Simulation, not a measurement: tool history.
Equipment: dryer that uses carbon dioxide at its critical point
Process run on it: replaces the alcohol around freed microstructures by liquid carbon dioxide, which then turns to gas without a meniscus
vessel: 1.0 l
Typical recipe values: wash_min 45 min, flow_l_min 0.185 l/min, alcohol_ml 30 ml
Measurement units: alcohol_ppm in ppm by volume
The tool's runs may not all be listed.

Run 1, hour 0.0: usual settings. Result: alcohol_ppm 119 ppm by volume.
Run 2, hour 12.1: usual settings. Result: alcohol_ppm 112 ppm by volume.
Run 3, hour 26.8: usual settings but flow_l_min 0.183 l/min. Result: alcohol_ppm 122 ppm by volume.
Run 4, hour 34.2: usual settings but flow_l_min 0.183 l/min. Result: alcohol_ppm 121 ppm by volume.
Run 5, hour 45.4: usual settings but flow_l_min 0.164 l/min. Result: alcohol_ppm 199 ppm by volume.
Run 6, hour 62.3: usual settings but flow_l_min 0.164 l/min. Result: alcohol_ppm 207 ppm by volume.
Run 7, hour 71.4: usual settings but flow_l_min 0.164 l/min. Result: alcohol_ppm 209 ppm by volume.
Run 8, hour 89.0: usual settings. Result: alcohol_ppm 128 ppm by volume.
Run 9, hour 105.5: usual settings. Result: alcohol_ppm 144 ppm by volume.
Run 10, hour 115.5: usual settings. Result: alcohol_ppm 150 ppm by volume.
Run 11, hour 133.2: usual settings. Result: alcohol_ppm 150 ppm by volume.
Run 12, hour 150.2: usual settings. Result: alcohol_ppm 151 ppm by volume.
Run 13, hour 158.9: usual settings but flow_l_min 0.247 l/min. Result: alcohol_ppm 64 ppm by volume.
Run 14, hour 175.2: usual settings but flow_l_min 0.247 l/min. Result: alcohol_ppm 72 ppm by volume.
Run 15, hour 185.9: usual settings but flow_l_min 0.247 l/min. Result: alcohol_ppm 77 ppm by volume.
Run 16, hour 195.9: usual settings but flow_l_min 0.247 l/min. Result: alcohol_ppm 74 ppm by volume.
Run 17, hour 206.2: usual settings but alcohol_ml 25 ml. Result: alcohol_ppm 151 ppm by volume.
Run 18, hour 213.5: usual settings but wash_min 48 min. Result: alcohol_ppm 128 ppm by volume.
At hour 228.1: inlet filter changed.
Run 19, hour 230.1: usual settings but wash_min 48 min. Result: alcohol_ppm 101 ppm by volume.
Run 20, hour 240.4: usual settings but wash_min 48 min. Result: alcohol_ppm 102 ppm by volume.
Run 21, hour 253.8: usual settings but wash_min 30 min. Result: alcohol_ppm 546 ppm by volume.
Run 22, hour 271.6: usual settings but wash_min 30 min, alcohol_ml 82 ml. Result: alcohol_ppm 1445 ppm by volume.
Run 23, hour 281.5: usual settings but wash_min 30 min, alcohol_ml 82 ml. Result: alcohol_ppm 1438 ppm by volume.
Run 24, hour 296.2: usual settings but wash_min 28 min, flow_l_min 0.154 l/min, alcohol_ml 23 ml. Result: alcohol_ppm 1016 ppm by volume.
Run 25, hour 312.3: usual settings but wash_min 66 min, flow_l_min 0.263 l/min, alcohol_ml 32 ml. Result: alcohol_ppm 54 ppm by volume.
Run 26, hour 323.4: usual settings but wash_min 70 min, flow_l_min 0.210 l/min. Result: alcohol_ppm 70 ppm by volume.
Run 27, hour 338.3: usual settings but wash_min 57 min, flow_l_min 0.192 l/min, alcohol_ml 108 ml. Result: alcohol_ppm 104 ppm by volume.
Run 28, hour 348.3: usual settings but wash_min 57 min, flow_l_min 0.192 l/min, alcohol_ml 108 ml. Result: alcohol_ppm 111 ppm by volume.
Run 29, hour 361.5: usual settings but wash_min 56 min, flow_l_min 0.218 l/min. Result: alcohol_ppm 69 ppm by volume.
Run 30, hour 370.3: usual settings but flow_l_min 0.159 l/min. Result: alcohol_ppm 246 ppm by volume.
Run 31, hour 386.8: usual settings but wash_min 39 min, flow_l_min 0.177 l/min, alcohol_ml 43 ml. Result: alcohol_ppm 404 ppm by volume.
Run 32, hour 396.0: usual settings but wash_min 39 min, flow_l_min 0.177 l/min, alcohol_ml 43 ml. Result: alcohol_ppm 405 ppm by volume.
Run 33, hour 403.2: usual settings but wash_min 39 min, flow_l_min 0.177 l/min, alcohol_ml 43 ml. Result: alcohol_ppm 395 ppm by volume.
Run 34, hour 412.6: usual settings but wash_min 38 min, alcohol_ml 62 ml. Result: alcohol_ppm 516 ppm by volume.
Run 35, hour 428.5: usual settings but wash_min 38 min, alcohol_ml 62 ml. Result: alcohol_ppm 531 ppm by volume.
Run 36, hour 445.8: usual settings but wash_min 36 min, alcohol_ml 81 ml. Result: alcohol_ppm 881 ppm by volume.
Run 37, hour 462.7: usual settings but wash_min 31 min, flow_l_min 0.234 l/min, alcohol_ml 75 ml. Result: alcohol_ppm 621 ppm by volume.
Run 38, hour 479.5: usual settings but wash_min 44 min, flow_l_min 0.204 l/min, alcohol_ml 59 ml. Result: alcohol_ppm 209 ppm by volume.
Run 39, hour 487.1: usual settings but wash_min 30 min, flow_l_min 0.197 l/min, alcohol_ml 31 ml. Result: alcohol_ppm 621 ppm by volume.
Run 40, hour 497.8: usual settings but flow_l_min 0.270 l/min. Result: alcohol_ppm 86 ppm by volume.
Run 41, hour 509.4: usual settings but alcohol_ml 94 ml. Result: alcohol_ppm 408 ppm by volume.
Run 42, hour 521.5: usual settings but wash_min 65 min, alcohol_ml 48 ml. Result: alcohol_ppm 91 ppm by volume.
Run 43, hour 535.8: usual settings but wash_min 65 min, alcohol_ml 48 ml. Result: alcohol_ppm 87 ppm by volume.
At hour 537.8: inlet filter changed.
Run 44, hour 550.3: usual settings but wash_min 66 min, flow_l_min 0.156 l/min. Result: alcohol_ppm 83 ppm by volume.
Run 45, hour 567.6: usual settings but wash_min 66 min, flow_l_min 0.156 l/min. Result: alcohol_ppm 90 ppm by volume.

Alternative continuations, all from the tool just after run 45; predict every row:
Run A, hour 579.2: usual settings but wash_min 53 min, flow_l_min 0.270 l/min, alcohol_ml 75 ml. Result: alcohol_ppm ?.
Run B, hour 579.2: usual settings but flow_l_min 0.145 l/min, alcohol_ml 107 ml. Result: alcohol_ppm ?.
Run C, hour 579.2: usual settings but wash_min 36 min. Result: alcohol_ppm ?.
Run D, hour 579.2: usual settings but wash_min 27 min, flow_l_min 0.156 l/min. Result: alcohol_ppm ?.

run  alcohol_ppm
  A           77
  B          960
  C          299
  D         1408
With the hidden condition removed and each run's random variation left untouched, the same runs would have given:
run  alcohol_ppm
  A            0
  B          794
  C          203
  D         1244
